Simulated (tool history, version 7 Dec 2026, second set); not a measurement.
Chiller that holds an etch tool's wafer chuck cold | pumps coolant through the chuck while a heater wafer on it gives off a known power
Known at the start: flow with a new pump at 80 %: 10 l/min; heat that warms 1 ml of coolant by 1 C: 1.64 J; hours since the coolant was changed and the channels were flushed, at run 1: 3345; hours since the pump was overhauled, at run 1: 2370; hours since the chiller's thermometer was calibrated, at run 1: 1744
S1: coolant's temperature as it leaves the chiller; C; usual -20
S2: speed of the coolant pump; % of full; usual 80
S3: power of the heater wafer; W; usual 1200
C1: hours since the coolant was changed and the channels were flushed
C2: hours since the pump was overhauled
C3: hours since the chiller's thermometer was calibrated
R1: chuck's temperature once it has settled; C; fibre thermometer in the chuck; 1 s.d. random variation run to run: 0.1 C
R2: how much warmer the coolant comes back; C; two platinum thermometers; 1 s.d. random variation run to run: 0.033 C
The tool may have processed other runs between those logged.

{"run": 1, "hour": 0.0, "S1": -20, "S2": 80, "S3": 1200, "C1": 3345, "C2": 2370, "C3": 1744, "R1": -8.7, "R2": 4.63}
{"run": 2, "hour": 55.0, "S1": -20, "S2": 80, "S3": 1200, "C1": 3400, "C2": 2425, "C3": 1799, "R1": -8.6, "R2": 4.64}
{"run": 3, "hour": 108.1, "S1": -20, "S2": 65, "S3": 1200, "C1": 3453, "C2": 2478, "C3": 1852, "R1": -6.0, "R2": 5.81}
{"run": 4, "hour": 165.3, "S1": -20, "S2": 65, "S3": 1200, "C1": 3510, "C2": 2535, "C3": 1909, "R1": -6.1, "R2": 5.85}
{"run": 5, "hour": 229.6, "S1": -20, "S2": 80, "S3": 1200, "C1": 3574, "C2": 2600, "C3": 1973, "R1": -8.3, "R2": 4.69}
{"run": 6, "hour": 286.2, "S1": -20, "S2": 80, "S3": 1200, "C1": 3631, "C2": 2656, "C3": 2030, "R1": -8.2, "R2": 4.61}
{"run": 7, "hour": 322.0, "S1": -20, "S2": 80, "S3": 1200, "C1": 3667, "C2": 2692, "C3": 2066, "R1": -8.1, "R2": 4.68}
{"run": 8, "hour": 362.3, "S1": -23, "S2": 64, "S3": 1607, "C1": 3707, "C2": 2732, "C3": 2106, "R1": -3.9, "R2": 8.03}
{"hour": 379.1, "done": "coolant changed, channels flushed"}
{"run": 9, "hour": 429.4, "S1": -18, "S2": 61, "S3": 761, "C1": 50, "C2": 2794, "C3": 2167, "R1": -9.5, "R2": 4.02}
{"hour": 436.3, "done": "chiller's thermometer calibrated"}
{"run": 10, "hour": 487.8, "S1": -26, "S2": 83, "S3": 781, "C1": 108, "C2": 2851, "C3": 52, "R1": -19.3, "R2": 2.92}
{"run": 11, "hour": 536.3, "S1": -28, "S2": 93, "S3": 947, "C1": 156, "C2": 2900, "C3": 100, "R1": -20.4, "R2": 3.09}
{"run": 12, "hour": 580.7, "S1": -28, "S2": 94, "S3": 947, "C1": 201, "C2": 2944, "C3": 144, "R1": -20.6, "R2": 3.08}
{"run": 13, "hour": 628.2, "S1": -26, "S2": 74, "S3": 947, "C1": 248, "C2": 2991, "C3": 192, "R1": -16.8, "R2": 3.98}

Had the tool no unlogged condition, and each run kept its random variation, what would the results have been?
Hidden state at play: heat passed by the chuck's channels, % of clean ones'; flow at a given pump speed, % of a new pump's; coolant's true temperature over the reading, C; drift of the gauge itself on chuck_c, C; drift of the gauge itself on warmer_back_c, C.
run=1 R1=-10.9 R2=4.42
run=2 R1=-10.8 R2=4.43
run=3 R1=-8.6 R2=5.54
run=4 R1=-8.7 R2=5.57
run=5 R1=-10.6 R2=4.46
run=6 R1=-10.6 R2=4.39
run=7 R1=-10.6 R2=4.45
run=8 R1=-7.6 R2=7.62
run=9 R1=-10.3 R2=3.81
run=10 R1=-20.3 R2=2.77
run=11 R1=-21.5 R2=2.93
run=12 R1=-21.6 R2=2.91
run=13 R1=-18.0 R2=3.75
